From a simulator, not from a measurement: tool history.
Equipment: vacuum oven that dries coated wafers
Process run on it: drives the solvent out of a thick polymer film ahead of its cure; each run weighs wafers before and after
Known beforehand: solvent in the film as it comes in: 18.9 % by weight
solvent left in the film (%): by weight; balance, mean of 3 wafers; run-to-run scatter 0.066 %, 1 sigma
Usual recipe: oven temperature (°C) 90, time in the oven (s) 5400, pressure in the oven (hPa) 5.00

| run | hour | oven temperature (°C) | time in the oven (s) | pressure in the oven (hPa) | solvent left in the film (%) |
|---|---|---|---|---|---|
| 1 | 0.0 | 90 | 5400 | 5.00 | 5.02 |
| 2 | 36.1 | 90 | 5400 | 5.00 | 5.00 |
| 3 | 74.0 | 90 | 5640 | 5.00 | 4.70 |
| 4 | 124.7 | 90 | 5640 | 5.00 | 4.83 |
| 5 | 188.6 | 90 | 5400 | 5.00 | 5.06 |
| 6 | 253.4 | 90 | 5400 | 5.00 | 5.09 |
| 7 | 313.1 | 90 | 4380 | 5.00 | 6.29 |
| 8 | 343.5 | 90 | 4380 | 5.00 | 6.50 |
|  | 360.5 | oven's thermocouples calibrated |
| 9 | 386.5 | 90 | 4380 | 5.00 | 5.84 |
| 10 | 451.4 | 90 | 4380 | 5.00 | 5.70 |
| 11 | 497.6 | 90 | 4380 | 5.00 | 5.71 |
|  | 502.0 | vacuum gauge cleaned of residue and calibrated |
| 12 | 554.8 | 90 | 5400 | 5.00 | 4.88 |
| 13 | 611.2 | 90 | 5400 | 5.00 | 4.93 |
| 14 | 653.7 | 90 | 5400 | 5.00 | 4.97 |
|  | 659.5 | vacuum gauge cleaned of residue and calibrated, once more |
| 15 | 701.0 | 90 | 5400 | 5.00 | 4.36 |
| 16 | 738.7 | 90 | 5400 | 5.00 | 4.53 |
| 17 | 790.0 | 91 | 6240 | 4.69 | 3.48 |
| 18 | 835.5 | 96 | 3600 | 5.54 | 5.10 |
| 19 | 888.4 | 82 | 7140 | 6.86 | 5.22 |
| 20 | 931.5 | 82 | 5340 | 15.17 | 7.42 |
| 21 | 992.3 | 88 | 5400 | 16.81 | 5.58 |
| 22 | 1037.4 | 88 | 5400 | 16.81 | 5.77 |
| 23 | 1093.5 | 105 | 5400 | 3.54 | 1.42 |
| 24 | 1135.5 | 105 | 6120 | 3.54 | 1.03 |
| 25 | 1195.9 | 90 | 5400 | 2.51 | 4.39 |

For some of the steps in solvent left in the film (%) from one run to the next: how much would appear even if the tool had no hidden state, given the settings, what came in and random variation, and how much remains for the hidden state plus any gauge scatter that the measured result and the result without hidden state don't share?
Unlogged tool condition in this case: true wafer temperature over the reading, C; true pressure over the reading, kPa; drift of the gauge itself on solvent_pct, %.
Run 8 -> 9: oven's thermocouples calibrated. solvent left in the film (%) -0.66: hidden state -0.50, all else -0.16.
Run 14 -> 15: vacuum gauge cleaned of residue and calibrated, once more. solvent left in the film (%) -0.61: hidden state -0.55, all else -0.06.
Run 22 -> 23: oven temperature (°C) 88 -> 105, pressure in the oven (hPa) 16.81 -> 3.54. solvent left in the film (%) -4.35: hidden state -0.13, all else -4.22.
Run 24 -> 25: oven temperature (°C) 105 -> 90, time in the oven (s) 6120 -> 5400, pressure in the oven (hPa) 3.54 -> 2.51. solvent left in the film (%) +3.36: hidden state +0.17, all else +3.19.
